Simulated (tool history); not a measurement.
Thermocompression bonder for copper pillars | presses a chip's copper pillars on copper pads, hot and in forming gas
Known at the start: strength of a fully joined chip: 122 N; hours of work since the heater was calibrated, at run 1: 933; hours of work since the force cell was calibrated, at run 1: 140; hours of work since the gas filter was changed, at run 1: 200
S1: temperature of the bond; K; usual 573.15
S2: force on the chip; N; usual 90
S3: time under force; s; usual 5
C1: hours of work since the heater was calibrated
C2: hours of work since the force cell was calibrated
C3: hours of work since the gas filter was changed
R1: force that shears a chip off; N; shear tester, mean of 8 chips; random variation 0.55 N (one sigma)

run	hour	S1	S2	S3	C1	C2	C3	R1
1	0.0	573.15	90	5	933	140	200	47.5
# hour 67.1: forming gas filter changed
2	68.9	547.15	90	5	975	182	1	32.3
3	167.6	573.15	90	5	1036	243	62	50.3
4	265.8	573.15	90	5	1097	304	122	48.4
5	351.5	573.15	90	5	1149	356	175	46.7
6	434.2	573.15	90	5	1200	407	226	46.4
# hour 455.3: forming gas filter changed
7	512.4	573.15	90	5	1248	455	35	48.3
8	600.0	573.15	90	6	1302	509	89	51.1
9	677.4	573.15	90	6	1350	557	137	50.8
10	719.1	573.15	73	5	1376	583	162	41.0
# hour 730.6: heater calibrated with a thermocouple chip
11	791.6	573.15	73	5	38	626	206	39.4
# hour 844.6: forming gas filter changed
12	886.6	573.15	73	5	96	684	26	40.2
13	966.1	573.15	73	5	145	733	75	39.0
# hour 1043.1: heater calibrated with a thermocouple chip, once more
14	1069.3	573.15	73	5	16	796	137	49.3
15	1166.6	573.15	73	5	76	856	197	47.5
# hour 1234.7: forming gas filter changed
16	1265.4	573.15	90	13	137	916	19	77.5
17	1329.7	550.15	131	4	176	956	59	46.6
18	1397.4	551.15	91	4	218	998	100	35.9
19	1486.1	551.15	91	4	273	1052	155	35.4
20	1556.4	551.15	91	4	316	1096	198	34.0
# hour 1623.8: forming gas filter changed
21	1646.6	573.15	90	3	371	1151	14	45.8
# hour 1672.6: force cell calibrated
22	1704.6	582.15	55	7	406	20	49	49.2
23	1752.8	582.15	88	7	436	49	79	65.6

How the hidden state differs across the entries between the runs, from the last listed run before each to the first after it:
Between runs 1 and 2: forming gas filter changed (hour 67.1)
  true temperature of the bond over the reading, C: -7.7 -> -8.1; force that reaches the chip, % of what is set: 102.2 -> 102.4; oxide that the forming gas leaves, % of the face: 7.11 -> 0.62
  measured less the result without the state, R1: -8.5 -> -4.5 N
Between runs 6 and 7: forming gas filter changed (hour 455.3)
  true temperature of the bond over the reading, C: -10.1 -> -10.6; force that reaches the chip, % of what is set: 103.8 -> 104.1; oxide that the forming gas leaves, % of the face: 7.85 -> 1.67
  measured less the result without the state, R1: -10.2 -> -7.2 N
Between runs 10 and 11: heater calibrated with a thermocouple chip (hour 730.6)
  true temperature of the bond over the reading, C: -11.7 -> -13.8; force that reaches the chip, % of what is set: 104.9 -> 105.2; oxide that the forming gas leaves, % of the face: 5.76 -> 7.05
  measured less the result without the state, R1: -9.1 -> -10.8 N
Between runs 11 and 12: forming gas filter changed (hour 844.6)
  true temperature of the bond over the reading, C: -13.8 -> -14.3; force that reaches the chip, % of what is set: 105.2 -> 105.5; oxide that the forming gas leaves, % of the face: 7.05 -> 1.48
  measured less the result without the state, R1: -10.8 -> -8.7 N
Between runs 13 and 14: heater calibrated with a thermocouple chip, once more (hour 1043.1)
  true temperature of the bond over the reading, C: -14.7 -> -0.6; force that reaches the chip, % of what is set: 105.9 -> 106.2; oxide that the forming gas leaves, % of the face: 2.92 -> 4.79
  measured less the result without the state, R1: -9.5 -> -0.6 N
Between runs 15 and 16: forming gas filter changed (hour 1234.7)
  true temperature of the bond over the reading, C: -1.1 -> -1.7; force that reaches the chip, % of what is set: 106.7 -> 107; oxide that the forming gas leaves, % of the face: 6.49 -> 1.21
  measured less the result without the state, R1: -1.7 -> +0.7 N
Between runs 20 and 21: forming gas filter changed (hour 1623.8)
  true temperature of the bond over the reading, C: -3.4 -> -3.9; force that reaches the chip, % of what is set: 108.2 -> 108.5; oxide that the forming gas leaves, % of the face: 6.74 -> 1.01
  measured less the result without the state, R1: -2.3 -> -0.3 N
Between runs 21 and 22: force cell calibrated (hour 1672.6)
  true temperature of the bond over the reading, C: -3.9 -> -4.2; force that reaches the chip, % of what is set: 108.5 -> 100.3; oxide that the forming gas leaves, % of the face: 1.01 -> 2.06
  measured less the result without the state, R1: -0.3 -> -3.8 N
